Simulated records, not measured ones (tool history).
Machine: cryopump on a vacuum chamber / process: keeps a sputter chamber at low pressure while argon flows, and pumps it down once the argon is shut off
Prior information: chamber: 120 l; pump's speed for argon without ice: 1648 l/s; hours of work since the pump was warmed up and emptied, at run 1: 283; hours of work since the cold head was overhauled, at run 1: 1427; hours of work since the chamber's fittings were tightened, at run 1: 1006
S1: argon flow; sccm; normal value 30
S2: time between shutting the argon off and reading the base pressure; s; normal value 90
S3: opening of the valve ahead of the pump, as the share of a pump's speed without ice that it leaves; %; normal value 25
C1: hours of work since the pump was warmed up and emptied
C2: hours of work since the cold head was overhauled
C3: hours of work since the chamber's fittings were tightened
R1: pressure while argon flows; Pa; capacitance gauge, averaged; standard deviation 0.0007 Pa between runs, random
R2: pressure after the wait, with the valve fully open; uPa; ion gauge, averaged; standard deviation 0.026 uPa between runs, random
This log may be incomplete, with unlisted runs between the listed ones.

{"run": 1, "hour": 0.0, "S1": 30, "S2": 90, "S3": 25, "C1": 283, "C2": 1427, "C3": 1006, "R1": 0.1264, "R2": 1.46}
{"run": 2, "hour": 56.2, "S1": 30, "S2": 90, "S3": 25, "C1": 308, "C2": 1453, "C3": 1031, "R1": 0.1277, "R2": 1.39}
{"run": 3, "hour": 132.7, "S1": 18, "S2": 90, "S3": 25, "C1": 343, "C2": 1488, "C3": 1066, "R1": 0.0778, "R2": 1.44}
{"run": 4, "hour": 220.8, "S1": 18, "S2": 90, "S3": 25, "C1": 384, "C2": 1528, "C3": 1106, "R1": 0.076, "R2": 1.52}
{"run": 5, "hour": 311.1, "S1": 18, "S2": 90, "S3": 25, "C1": 425, "C2": 1569, "C3": 1148, "R1": 0.0779, "R2": 1.53}
{"run": 6, "hour": 410.0, "S1": 58, "S2": 90, "S3": 25, "C1": 470, "C2": 1614, "C3": 1193, "R1": 0.2514, "R2": 1.52}
{"run": 7, "hour": 471.0, "S1": 58, "S2": 90, "S3": 25, "C1": 498, "C2": 1642, "C3": 1221, "R1": 0.2547, "R2": 1.51}
{"run": 8, "hour": 537.6, "S1": 30, "S2": 90, "S3": 23, "C1": 528, "C2": 1672, "C3": 1251, "R1": 0.1414, "R2": 1.56}
{"run": 9, "hour": 603.8, "S1": 30, "S2": 90, "S3": 23, "C1": 558, "C2": 1703, "C3": 1281, "R1": 0.1418, "R2": 1.52}
{"run": 10, "hour": 707.2, "S1": 30, "S2": 72, "S3": 23, "C1": 606, "C2": 1750, "C3": 1329, "R1": 0.1431, "R2": 1.88}
{"run": 11, "hour": 790.8, "S1": 30, "S2": 75, "S3": 23, "C1": 644, "C2": 1788, "C3": 1367, "R1": 0.1438, "R2": 1.8}
{"run": 12, "hour": 837.9, "S1": 30, "S2": 77, "S3": 25, "C1": 665, "C2": 1810, "C3": 1388, "R1": 0.1337, "R2": 1.78}
{"run": 13, "hour": 909.1, "S1": 57, "S2": 77, "S3": 25, "C1": 698, "C2": 1842, "C3": 1421, "R1": 0.2558, "R2": 1.82}
{"run": 14, "hour": 1008.2, "S1": 57, "S2": 77, "S3": 25, "C1": 743, "C2": 1887, "C3": 1466, "R1": 0.2559, "R2": 1.9}
{"run": 15, "hour": 1074.7, "S1": 57, "S2": 77, "S3": 25, "C1": 774, "C2": 1918, "C3": 1496, "R1": 0.2552, "R2": 1.91}
{"run": 16, "hour": 1160.3, "S1": 30, "S2": 90, "S3": 17, "C1": 813, "C2": 1957, "C3": 1536, "R1": 0.194, "R2": 1.69}
{"run": 17, "hour": 1221.2, "S1": 30, "S2": 90, "S3": 17, "C1": 840, "C2": 1985, "C3": 1563, "R1": 0.1927, "R2": 1.77}
{"run": 18, "hour": 1318.9, "S1": 30, "S2": 90, "S3": 17, "C1": 885, "C2": 2029, "C3": 1608, "R1": 0.1967, "R2": 1.76}
{"run": 19, "hour": 1365.2, "S1": 30, "S2": 90, "S3": 24, "C1": 906, "C2": 2051, "C3": 1629, "R1": 0.1424, "R2": 1.76}
{"run": 20, "hour": 1442.6, "S1": 30, "S2": 130, "S3": 17, "C1": 942, "C2": 2086, "C3": 1665, "R1": 0.1957, "R2": 1.51}
{"run": 21, "hour": 1508.0, "S1": 30, "S2": 90, "S3": 20, "C1": 971, "C2": 2116, "C3": 1694, "R1": 0.1713, "R2": 1.82}
{"run": 22, "hour": 1567.6, "S1": 30, "S2": 90, "S3": 35, "C1": 999, "C2": 2143, "C3": 1722, "R1": 0.1055, "R2": 1.84}
{"run": 23, "hour": 1637.1, "S1": 30, "S2": 90, "S3": 24, "C1": 1030, "C2": 2175, "C3": 1753, "R1": 0.1449, "R2": 1.91}
{"run": 24, "hour": 1709.0, "S1": 30, "S2": 90, "S3": 24, "C1": 1063, "C2": 2208, "C3": 1786, "R1": 0.1461, "R2": 1.93}
{"run": 25, "hour": 1752.1, "S1": 30, "S2": 26, "S3": 28, "C1": 1083, "C2": 2227, "C3": 1806, "R1": 0.1282, "R2": 4.37}
{"hour": 1791.2, "done": "pump warmed up, emptied and cooled again"}
{"run": 26, "hour": 1808.0, "S1": 30, "S2": 26, "S3": 28, "C1": 8, "C2": 2250, "C3": 1829, "R1": 0.1105, "R2": 4}
{"run": 27, "hour": 1883.7, "S1": 30, "S2": 26, "S3": 28, "C1": 42, "C2": 2285, "C3": 1864, "R1": 0.1112, "R2": 3.93}
{"run": 28, "hour": 1951.6, "S1": 19, "S2": 23, "S3": 24, "C1": 73, "C2": 2316, "C3": 1895, "R1": 0.0823, "R2": 4.42}
{"run": 29, "hour": 2025.7, "S1": 19, "S2": 50, "S3": 43, "C1": 107, "C2": 2350, "C3": 1929, "R1": 0.0461, "R2": 2.45}
{"run": 30, "hour": 2112.8, "S1": 19, "S2": 139, "S3": 52, "C1": 147, "C2": 2390, "C3": 1968, "R1": 0.0396, "R2": 1.32}
{"run": 31, "hour": 2198.0, "S1": 19, "S2": 139, "S3": 52, "C1": 186, "C2": 2429, "C3": 2007, "R1": 0.0391, "R2": 1.33}
{"run": 32, "hour": 2247.2, "S1": 19, "S2": 139, "S3": 52, "C1": 208, "C2": 2451, "C3": 2030, "R1": 0.0385, "R2": 1.3}
{"run": 33, "hour": 2299.6, "S1": 30, "S2": 48, "S3": 34, "C1": 232, "C2": 2475, "C3": 2054, "R1": 0.0944, "R2": 2.46}
{"run": 34, "hour": 2385.5, "S1": 30, "S2": 94, "S3": 25, "C1": 271, "C2": 2514, "C3": 2093, "R1": 0.1278, "R2": 1.65}

Run 35 comes next. What will it give?
{"run": 35, "hour": 2487.4, "S1": 44, "S2": 94, "S3": 47, "C1": 318, "C2": 2561, "C3": 2139, "R1": "?", "R2": "?"}

R1: 0.1032 Pa
R2: 1.69 uPa
Take away the tool's hidden state, keep the run-to-run variation as it was, and the same run would have given R1 0.0959 Pa, R2 1.1 uPa.

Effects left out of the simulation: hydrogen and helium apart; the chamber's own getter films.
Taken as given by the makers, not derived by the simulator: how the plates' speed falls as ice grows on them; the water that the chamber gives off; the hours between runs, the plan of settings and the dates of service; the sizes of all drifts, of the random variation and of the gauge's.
